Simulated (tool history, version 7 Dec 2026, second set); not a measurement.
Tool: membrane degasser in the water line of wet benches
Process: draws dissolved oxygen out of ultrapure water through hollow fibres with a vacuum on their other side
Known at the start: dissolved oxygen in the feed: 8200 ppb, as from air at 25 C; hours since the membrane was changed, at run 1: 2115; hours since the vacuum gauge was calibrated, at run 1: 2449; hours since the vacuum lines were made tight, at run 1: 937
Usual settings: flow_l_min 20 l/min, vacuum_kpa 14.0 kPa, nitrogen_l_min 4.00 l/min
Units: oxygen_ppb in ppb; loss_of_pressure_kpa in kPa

run	day	flow_l_min	vacuum_kpa	nitrogen_l_min	hours since the membrane was changed	hours since the vacuum gauge was calibrated	hours since the vacuum lines were made tight	oxygen_ppb	loss_of_pressure_kpa
1	0.000	20	14.0	4.00	2115	2449	937	228.6	40.57
2	2.062	20	14.0	4.00	2165	2498	986	230.3	39.91
3	3.829	20	14.0	2.96	2207	2541	1029	269.9	40.27
4	5.688	20	14.0	2.96	2252	2585	1073	267.9	40.80
5	7.462	20	14.0	2.96	2294	2628	1116	265.0	40.56
6	9.662	20	14.0	4.00	2347	2681	1169	228.8	40.18
7	11.446	20	14.0	3.21	2390	2724	1211	258.2	40.03
8	14.017	20	14.0	3.21	2452	2785	1273	258.5	40.14
9	17.129	20	14.0	3.21	2526	2860	1348	255.6	40.29
10	21.100	20	14.0	8.95	2622	2955	1443	159.4	40.41
11	24.229	20	14.0	8.95	2697	3030	1518	161.7	39.97
12	27.796	20	14.0	8.95	2782	3116	1604	159.6	39.67
13	31.075	20	22.9	4.00	2861	3195	1683	323.0	39.86
14	34.925	20	22.9	4.00	2954	3287	1775	337.9	39.67
15	38.138	22	14.0	5.32	3031	3364	1852	231.8	43.77
16	39.825	22	22.9	8.52	3071	3405	1893	250.4	43.69
17	42.875	22	22.9	8.52	3144	3478	1966	246.0	43.56
18	45.575	15	22.9	3.91	3209	3543	2031	232.2	29.69
19	48.883	27	15.8	3.91	3289	3622	2110	392.4	53.12
20	51.746	27	15.8	3.91	3357	3691	2179	390.9	53.44
21	54.746	14	26.4	10.55	3429	3763	2251	115.4	27.63
22	56.600	15	22.8	8.66	3474	3807	2295	131.5	29.36
# day 58.808: gauge calibrated
23	59.150	20	14.0	7.34	3535	3868	2356	171.1	40.48
24	63.067	18	19.4	10.46	3629	3962	2450	147.5	36.14

3 ways to go on from here, each from the tool as it stands after run 24. What would each give?
A	66.246	20	14.0	1.88	3705	4039	2527	?	?
B	66.246	20	11.6	4.00	3705	4039	2527	?	?
C	66.246	18	14.7	11.01	3705	4039	2527	?	?

run	oxygen_ppb	loss_of_pressure_kpa
A	359.4	40.18
B	199.0	40.40
C	124.1	36.53
Without the tool's hidden state the same runs would have given:
run	oxygen_ppb	loss_of_pressure_kpa
A	359.2	40.32
B	198.9	40.54
C	124.0	36.66

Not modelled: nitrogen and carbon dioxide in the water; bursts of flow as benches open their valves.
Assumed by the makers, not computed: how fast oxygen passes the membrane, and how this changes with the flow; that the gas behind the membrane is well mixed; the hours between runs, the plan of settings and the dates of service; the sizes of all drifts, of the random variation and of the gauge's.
